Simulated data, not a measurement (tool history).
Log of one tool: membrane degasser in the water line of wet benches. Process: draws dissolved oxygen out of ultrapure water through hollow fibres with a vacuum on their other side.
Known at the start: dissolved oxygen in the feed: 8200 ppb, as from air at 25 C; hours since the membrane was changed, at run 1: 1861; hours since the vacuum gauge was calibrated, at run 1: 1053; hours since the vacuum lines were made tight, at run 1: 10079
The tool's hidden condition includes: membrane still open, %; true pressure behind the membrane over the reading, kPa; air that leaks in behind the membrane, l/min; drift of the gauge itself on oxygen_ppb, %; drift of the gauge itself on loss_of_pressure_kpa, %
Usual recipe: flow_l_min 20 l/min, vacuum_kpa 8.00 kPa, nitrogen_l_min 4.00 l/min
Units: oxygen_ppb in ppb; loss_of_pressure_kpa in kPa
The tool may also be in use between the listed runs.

run,hour,flow_l_min,vacuum_kpa,nitrogen_l_min,hours since the membrane was changed,hours since the vacuum gauge was calibrated,hours since the vacuum lines were made tight,oxygen_ppb,loss_of_pressure_kpa
1,0.0,20,8.00,4.00,1861,1053,10079,87.5,66.85
2,61.0,20,8.00,4.00,1922,1114,10140,88.7,66.68
3,103.7,20,8.00,4.00,1965,1156,10182,87.2,66.82
4,140.4,20,8.00,4.00,2001,1193,10219,87.0,66.21
5,195.9,20,8.00,4.00,2057,1249,10275,86.3,66.70
6,260.1,20,8.00,4.00,2121,1313,10339,88.6,66.82
7,320.4,20,8.00,4.00,2182,1373,10399,87.1,66.04
8,389.6,17,8.00,4.02,2251,1442,10468,67.1,56.19
9,471.3,17,8.00,4.02,2332,1524,10550,67.8,56.13
10,518.9,15,18.67,4.93,2380,1572,10598,128.2,49.94
11,556.4,15,5.41,6.70,2418,1609,10635,25.4,49.97
12,600.3,17,14.03,11.32,2461,1653,10679,60.7,56.18
13,644.2,13,9.38,5.44,2505,1697,10723,44.2,42.66
14,718.2,20,8.00,7.56,2579,1771,10797,60.9,65.96

Each row is a separate what-if for the run after 14, all from the same tool condition, not one after another. Results?
A,789.2,18,15.80,1.61,2650,1842,10868,?,?
B,789.2,16,5.56,4.02,2650,1842,10868,?,?
C,789.2,20,15.44,1.68,2650,1842,10868,?,?
D,789.2,20,8.00,2.94,2650,1842,10868,?,?
E,789.2,20,5.65,7.56,2650,1842,10868,?,?

run,oxygen_ppb,loss_of_pressure_kpa
A,346.0,59.36
B,39.0,52.61
C,362.1,65.57
D,105.8,65.79
E,46.1,65.88
With the hidden condition removed and each run's random variation left untouched, the same runs would have given:
run,oxygen_ppb,loss_of_pressure_kpa
A,345.7,60.20
B,38.9,53.36
C,361.7,66.51
D,105.7,66.72
E,46.0,66.82
